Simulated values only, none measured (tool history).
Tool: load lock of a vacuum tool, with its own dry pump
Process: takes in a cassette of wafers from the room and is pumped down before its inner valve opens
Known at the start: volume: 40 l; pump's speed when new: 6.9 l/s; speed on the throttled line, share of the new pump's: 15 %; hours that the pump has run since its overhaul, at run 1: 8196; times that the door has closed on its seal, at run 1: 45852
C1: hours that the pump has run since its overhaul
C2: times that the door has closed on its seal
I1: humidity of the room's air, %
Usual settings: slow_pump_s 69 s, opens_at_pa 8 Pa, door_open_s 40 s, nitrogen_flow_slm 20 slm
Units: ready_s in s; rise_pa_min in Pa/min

run 1 hour=0 | slow_pump_s=69 opens_at_pa=8 door_open_s=40 nitrogen_flow_slm=20 | C1=8196 C2=45852 | I1=44.4 | ready_s=122.6 rise_pa_min=0.157
run 2 hour=401.4 | slow_pump_s=69 opens_at_pa=8 door_open_s=40 nitrogen_flow_slm=20 | C1=8598 C2=47400 | I1=45.6 | ready_s=124 rise_pa_min=0.174
-- hour=527.2 door's seal changed, seat wiped
run 3 hour=686.8 | slow_pump_s=69 opens_at_pa=8 door_open_s=40 nitrogen_flow_slm=20 | C1=8882 C2=616 | I1=44.2 | ready_s=125 rise_pa_min=0.016
-- hour=1051.8 dry pump taken out, an overhauled one fitted
run 4 hour=1220 | slow_pump_s=60 opens_at_pa=8 door_open_s=40 nitrogen_flow_slm=20 | C1=168 C2=2649 | I1=47.1 | ready_s=106.1 rise_pa_min=0.022
run 5 hour=1700.1 | slow_pump_s=60 opens_at_pa=8 door_open_s=40 nitrogen_flow_slm=20 | C1=648 C2=4501 | I1=46.4 | ready_s=105.5 rise_pa_min=0.018
run 6 hour=2116.5 | slow_pump_s=60 opens_at_pa=8 door_open_s=40 nitrogen_flow_slm=20 | C1=1065 C2=6107 | I1=40.1 | ready_s=108 rise_pa_min=0.021
run 7 hour=2682.5 | slow_pump_s=60 opens_at_pa=8 door_open_s=40 nitrogen_flow_slm=20 | C1=1631 C2=8290 | I1=48.2 | ready_s=105.8 rise_pa_min=0.026
run 8 hour=3258.5 | slow_pump_s=60 opens_at_pa=8 door_open_s=40 nitrogen_flow_slm=20 | C1=2207 C2=10512 | I1=43.3 | ready_s=108.2 rise_pa_min=0.029
run 9 hour=3810.8 | slow_pump_s=60 opens_at_pa=8 door_open_s=40 nitrogen_flow_slm=20 | C1=2759 C2=12641 | I1=45.8 | ready_s=109.7 rise_pa_min=0.033
run 10 hour=4470.3 | slow_pump_s=60 opens_at_pa=8 door_open_s=40 nitrogen_flow_slm=20 | C1=3418 C2=15185 | I1=45.2 | ready_s=110.2 rise_pa_min=0.041
run 11 hour=5012.7 | slow_pump_s=60 opens_at_pa=8 door_open_s=40 nitrogen_flow_slm=20 | C1=3961 C2=17277 | I1=42.3 | ready_s=109.1 rise_pa_min=0.045
run 12 hour=5627.7 | slow_pump_s=60 opens_at_pa=8 door_open_s=40 nitrogen_flow_slm=20 | C1=4576 C2=19649 | I1=48.6 | ready_s=110.1 rise_pa_min=0.057
run 13 hour=5958.2 | slow_pump_s=77 opens_at_pa=8 door_open_s=40 nitrogen_flow_slm=20 | C1=4906 C2=20924 | I1=42.6 | ready_s=125.5 rise_pa_min=0.058
run 14 hour=6401.8 | slow_pump_s=69 opens_at_pa=11 door_open_s=40 nitrogen_flow_slm=20 | C1=5350 C2=22635 | I1=48.1 | ready_s=117.7 rise_pa_min=0.066
run 15 hour=6874.4 | slow_pump_s=69 opens_at_pa=8 door_open_s=40 nitrogen_flow_slm=8 | C1=5823 C2=24457 | I1=42.6 | ready_s=120.1 rise_pa_min=0.079
run 16 hour=7502.7 | slow_pump_s=80 opens_at_pa=8 door_open_s=40 nitrogen_flow_slm=21 | C1=6451 C2=26881 | I1=45.7 | ready_s=130.7 rise_pa_min=0.081
run 17 hour=7993.7 | slow_pump_s=69 opens_at_pa=15 door_open_s=40 nitrogen_flow_slm=21 | C1=6942 C2=28775 | I1=47.1 | ready_s=116.7 rise_pa_min=0.091
run 18 hour=8617.3 | slow_pump_s=69 opens_at_pa=8 door_open_s=210 nitrogen_flow_slm=12 | C1=7565 C2=31180 | I1=45.9 | ready_s=122.6 rise_pa_min=0.116
run 19 hour=8978.8 | slow_pump_s=42 opens_at_pa=8 door_open_s=75 nitrogen_flow_slm=11 | C1=7927 C2=32574 | I1=43.1 | ready_s=99.2 rise_pa_min=0.105
run 20 hour=9545.1 | slow_pump_s=42 opens_at_pa=9 door_open_s=37 nitrogen_flow_slm=4 | C1=8493 C2=34758 | I1=46.6 | ready_s=100.1 rise_pa_min=0.124
run 21 hour=10036.2 | slow_pump_s=69 opens_at_pa=13 door_open_s=89 nitrogen_flow_slm=20 | C1=8984 C2=36652 | I1=45.1 | ready_s=122.2 rise_pa_min=0.116
-- hour=10299.5 dry pump taken out, an overhauled one fitted
run 22 hour=10525.5 | slow_pump_s=69 opens_at_pa=13 door_open_s=89 nitrogen_flow_slm=20 | C1=226 C2=38516 | I1=46.8 | ready_s=112.3 rise_pa_min=0.128
run 23 hour=11104.8 | slow_pump_s=69 opens_at_pa=13 door_open_s=89 nitrogen_flow_slm=20 | C1=805 C2=40751 | I1=48.5 | ready_s=112.6 rise_pa_min=0.136
run 24 hour=11473.3 | slow_pump_s=122 opens_at_pa=8 door_open_s=32 nitrogen_flow_slm=20 | C1=1174 C2=42172 | I1=41.7 | ready_s=160.5 rise_pa_min=0.145
run 25 hour=11964.4 | slow_pump_s=69 opens_at_pa=8 door_open_s=67 nitrogen_flow_slm=6 | C1=1665 C2=44066 | I1=44.3 | ready_s=116 rise_pa_min=0.172
run 26 hour=12267.2 | slow_pump_s=69 opens_at_pa=7 door_open_s=40 nitrogen_flow_slm=20 | C1=1968 C2=45234 | I1=42.1 | ready_s=117.8 rise_pa_min=0.161
run 27 hour=12689 | slow_pump_s=68 opens_at_pa=14 door_open_s=205 nitrogen_flow_slm=7 | C1=2389 C2=46860 | I1=44.3 | ready_s=111.5 rise_pa_min=0.187

Forecast each of these 4 alternatives for the next run:
-- hour=12940.9 door's seal changed, seat wiped
run A hour=13217.6 | slow_pump_s=96 opens_at_pa=8 door_open_s=172 nitrogen_flow_slm=19 | C1=2917 C2=1068 | I1=46.9 | ready_s=? rise_pa_min=?
-- hour=12940.9 door's seal changed, seat wiped
run B hour=13217.6 | slow_pump_s=68 opens_at_pa=14 door_open_s=175 nitrogen_flow_slm=7 | C1=2917 C2=1068 | I1=43 | ready_s=? rise_pa_min=?
-- hour=12940.9 door's seal changed, seat wiped
run C hour=13217.6 | slow_pump_s=68 opens_at_pa=14 door_open_s=54 nitrogen_flow_slm=7 | C1=2917 C2=1068 | I1=47.7 | ready_s=? rise_pa_min=?
-- hour=12940.9 door's seal changed, seat wiped
run D hour=13217.6 | slow_pump_s=66 opens_at_pa=8 door_open_s=40 nitrogen_flow_slm=20 | C1=2917 C2=1068 | I1=44 | ready_s=? rise_pa_min=?

run=A ready_s=138.7 rise_pa_min=0.021
run=B ready_s=113.2 rise_pa_min=0.038
run=C ready_s=113.8 rise_pa_min=0.024
run=D ready_s=112.6 rise_pa_min=0.013
Without the tool's hidden state the same runs would have given:
run=A ready_s=135.9 rise_pa_min=0.02
run=B ready_s=110.2 rise_pa_min=0.036
run=C ready_s=110.9 rise_pa_min=0.023
run=D ready_s=109.6 rise_pa_min=0.012

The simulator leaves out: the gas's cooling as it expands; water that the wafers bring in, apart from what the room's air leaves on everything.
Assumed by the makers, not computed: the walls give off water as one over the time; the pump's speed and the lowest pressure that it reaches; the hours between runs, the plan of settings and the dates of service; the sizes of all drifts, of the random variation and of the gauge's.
